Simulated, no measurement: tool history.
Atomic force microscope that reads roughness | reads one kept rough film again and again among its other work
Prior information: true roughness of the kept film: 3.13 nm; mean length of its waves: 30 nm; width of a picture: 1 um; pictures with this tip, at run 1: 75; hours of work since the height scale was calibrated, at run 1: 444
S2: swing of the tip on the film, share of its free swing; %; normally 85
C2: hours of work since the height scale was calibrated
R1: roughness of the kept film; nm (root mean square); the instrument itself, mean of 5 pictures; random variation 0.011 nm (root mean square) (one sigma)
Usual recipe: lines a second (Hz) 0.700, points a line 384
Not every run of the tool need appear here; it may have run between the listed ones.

run 1 hour=0.0 | lines_a_second_(Hz)=0.700 S2=85 points_a_line=384 | pictures_with_this_tip=75 C2=444 | R1=2.473
run 2 hour=19.2 | lines_a_second_(Hz)=0.700 S2=85 points_a_line=384 | pictures_with_this_tip=105 C2=457 | R1=2.400
run 3 hour=35.2 | lines_a_second_(Hz)=0.700 S2=73 points_a_line=384 | pictures_with_this_tip=131 C2=467 | R1=2.443
-- hour=67.1 new tip fitted
run 4 hour=71.3 | lines_a_second_(Hz)=3.072 S2=85 points_a_line=384 | pictures_with_this_tip=7 C2=490 | R1=2.042
run 5 hour=106.7 | lines_a_second_(Hz)=0.700 S2=85 points_a_line=384 | pictures_with_this_tip=63 C2=513 | R1=2.479
run 6 hour=133.6 | lines_a_second_(Hz)=0.700 S2=85 points_a_line=384 | pictures_with_this_tip=105 C2=531 | R1=2.403
run 7 hour=166.4 | lines_a_second_(Hz)=0.700 S2=73 points_a_line=384 | pictures_with_this_tip=157 C2=552 | R1=2.431
-- hour=181.3 new tip fitted
run 8 hour=191.5 | lines_a_second_(Hz)=0.700 S2=73 points_a_line=384 | pictures_with_this_tip=16 C2=568 | R1=2.652
run 9 hour=217.2 | lines_a_second_(Hz)=0.700 S2=73 points_a_line=384 | pictures_with_this_tip=57 C2=585 | R1=2.588
run 10 hour=251.0 | lines_a_second_(Hz)=0.700 S2=85 points_a_line=986 | pictures_with_this_tip=110 C2=607 | R1=2.424
run 11 hour=273.7 | lines_a_second_(Hz)=0.700 S2=85 points_a_line=384 | pictures_with_this_tip=146 C2=621 | R1=2.355
-- hour=295.1 new tip fitted
run 12 hour=298.4 | lines_a_second_(Hz)=0.700 S2=63 points_a_line=384 | pictures_with_this_tip=5 C2=637 | R1=2.734
run 13 hour=328.3 | lines_a_second_(Hz)=0.700 S2=63 points_a_line=384 | pictures_with_this_tip=52 C2=656 | R1=2.658
run 14 hour=351.9 | lines_a_second_(Hz)=0.700 S2=63 points_a_line=384 | pictures_with_this_tip=90 C2=672 | R1=2.569
run 15 hour=368.5 | lines_a_second_(Hz)=0.700 S2=63 points_a_line=384 | pictures_with_this_tip=116 C2=683 | R1=2.522
run 16 hour=400.7 | lines_a_second_(Hz)=0.700 S2=63 points_a_line=384 | pictures_with_this_tip=167 C2=703 | R1=2.441
-- hour=408.7 new tip fitted
run 17 hour=421.9 | lines_a_second_(Hz)=0.700 S2=88 points_a_line=384 | pictures_with_this_tip=20 C2=717 | R1=2.527
run 18 hour=458.9 | lines_a_second_(Hz)=0.700 S2=67 points_a_line=384 | pictures_with_this_tip=79 C2=741 | R1=2.569
run 19 hour=475.0 | lines_a_second_(Hz)=0.700 S2=67 points_a_line=384 | pictures_with_this_tip=104 C2=751 | R1=2.496
run 20 hour=502.6 | lines_a_second_(Hz)=0.700 S2=67 points_a_line=384 | pictures_with_this_tip=148 C2=769 | R1=2.450
-- hour=521.4 new tip fitted
run 21 hour=530.1 | lines_a_second_(Hz)=0.700 S2=67 points_a_line=384 | pictures_with_this_tip=14 C2=787 | R1=2.711
run 22 hour=565.3 | lines_a_second_(Hz)=0.700 S2=67 points_a_line=384 | pictures_with_this_tip=69 C2=810 | R1=2.584
run 23 hour=598.9 | lines_a_second_(Hz)=3.428 S2=71 points_a_line=384 | pictures_with_this_tip=122 C2=831 | R1=2.151
run 24 hour=627.3 | lines_a_second_(Hz)=3.428 S2=71 points_a_line=384 | pictures_with_this_tip=167 C2=850 | R1=2.067
-- hour=634.4 new tip fitted
run 25 hour=647.6 | lines_a_second_(Hz)=0.808 S2=82 points_a_line=296 | pictures_with_this_tip=21 C2=863 | R1=2.521
run 26 hour=668.1 | lines_a_second_(Hz)=0.808 S2=82 points_a_line=296 | pictures_with_this_tip=54 C2=876 | R1=2.467
run 27 hour=699.0 | lines_a_second_(Hz)=0.629 S2=82 points_a_line=676 | pictures_with_this_tip=102 C2=896 | R1=2.434
run 28 hour=735.6 | lines_a_second_(Hz)=0.604 S2=63 points_a_line=676 | pictures_with_this_tip=160 C2=920 | R1=2.449
-- hour=747.6 new tip fitted
run 29 hour=751.9 | lines_a_second_(Hz)=0.604 S2=63 points_a_line=676 | pictures_with_this_tip=6 C2=930 | R1=2.745
run 30 hour=771.1 | lines_a_second_(Hz)=3.321 S2=58 points_a_line=436 | pictures_with_this_tip=37 C2=943 | R1=2.550
run 31 hour=804.8 | lines_a_second_(Hz)=3.321 S2=58 points_a_line=436 | pictures_with_this_tip=90 C2=964 | R1=2.426
run 32 hour=823.1 | lines_a_second_(Hz)=2.558 S2=59 points_a_line=277 | pictures_with_this_tip=119 C2=976 | R1=2.402
run 33 hour=854.0 | lines_a_second_(Hz)=2.558 S2=59 points_a_line=277 | pictures_with_this_tip=168 C2=996 | R1=2.319
-- hour=861.3 new tip fitted
run 34 hour=872.1 | lines_a_second_(Hz)=2.558 S2=59 points_a_line=277 | pictures_with_this_tip=17 C2=1008 | R1=2.568
run 35 hour=889.1 | lines_a_second_(Hz)=2.558 S2=59 points_a_line=277 | pictures_with_this_tip=44 C2=1019 | R1=2.506
run 36 hour=908.3 | lines_a_second_(Hz)=0.857 S2=56 points_a_line=518 | pictures_with_this_tip=75 C2=1031 | R1=2.632
run 37 hour=930.3 | lines_a_second_(Hz)=1.858 S2=66 points_a_line=290 | pictures_with_this_tip=109 C2=1046 | R1=2.393
run 38 hour=957.0 | lines_a_second_(Hz)=0.955 S2=82 points_a_line=290 | pictures_with_this_tip=152 C2=1063 | R1=2.267
-- hour=974.1 new tip fitted
run 39 hour=987.1 | lines_a_second_(Hz)=0.955 S2=82 points_a_line=290 | pictures_with_this_tip=20 C2=1082 | R1=2.490
run 40 hour=1018.3 | lines_a_second_(Hz)=0.955 S2=82 points_a_line=290 | pictures_with_this_tip=70 C2=1102 | R1=2.426
run 41 hour=1048.3 | lines_a_second_(Hz)=0.700 S2=58 points_a_line=492 | pictures_with_this_tip=117 C2=1122 | R1=2.532
run 42 hour=1067.8 | lines_a_second_(Hz)=0.700 S2=58 points_a_line=492 | pictures_with_this_tip=148 C2=1135 | R1=2.495
-- hour=1086.9 new tip fitted
run 43 hour=1103.8 | lines_a_second_(Hz)=0.700 S2=58 points_a_line=492 | pictures_with_this_tip=27 C2=1158 | R1=2.711

Take each entry between the runs: how does the hidden state at the last listed run before it differ from the hidden state at the first listed run after it?
Between runs 3 and 4: new tip fitted (hour 67.1)
  radius of the tip, nm: 15.3 -> 7.4; height scale over the true one, %: -0.35 -> -0.37
  measured less the result without the state, R1: -0.263 -> -0.019 nm (root mean square)
Between runs 7 and 8: new tip fitted (hour 181.3)
  radius of the tip, nm: 16.6 -> 8; height scale over the true one, %: -0.43 -> -0.44
  measured less the result without the state, R1: -0.305 -> -0.046 nm (root mean square)
Between runs 11 and 12: new tip fitted (hour 295.1)
  radius of the tip, nm: 15.7 -> 7.5; height scale over the true one, %: -0.49 -> -0.51
  measured less the result without the state, R1: -0.272 -> -0.029 nm (root mean square)
Between runs 16 and 17: new tip fitted (hour 408.7)
  radius of the tip, nm: 17.1 -> 8.6; height scale over the true one, %: -0.57 -> -0.59
  measured less the result without the state, R1: -0.326 -> -0.067 nm (root mean square)
Between runs 20 and 21: new tip fitted (hour 521.4)
  radius of the tip, nm: 16.1 -> 8; height scale over the true one, %: -0.64 -> -0.65
  measured less the result without the state, R1: -0.295 -> -0.053 nm (root mean square)
Between runs 24 and 25: new tip fitted (hour 634.4)
  radius of the tip, nm: 17.5 -> 9.1; height scale over the true one, %: -0.71 -> -0.72
  measured less the result without the state, R1: -0.288 -> -0.085 nm (root mean square)
Between runs 28 and 29: new tip fitted (hour 747.6)
  radius of the tip, nm: 17.3 -> 7.4; height scale over the true one, %: -0.78 -> -0.79
  measured less the result without the state, R1: -0.339 -> -0.034 nm (root mean square)
Between runs 33 and 34: new tip fitted (hour 861.3)
  radius of the tip, nm: 16.9 -> 8.2; height scale over the true one, %: -0.85 -> -0.86
  measured less the result without the state, R1: -0.308 -> -0.061 nm (root mean square)
Between runs 38 and 39: new tip fitted (hour 974.1)
  radius of the tip, nm: 16.1 -> 8.7; height scale over the true one, %: -0.91 -> -0.93
  measured less the result without the state, R1: -0.282 -> -0.076 nm (root mean square)
Between runs 42 and 43: new tip fitted (hour 1086.9)
  radius of the tip, nm: 16.1 -> 9.4; height scale over the true one, %: -0.98 -> -1
  measured less the result without the state, R1: -0.313 -> -0.109 nm (root mean square)
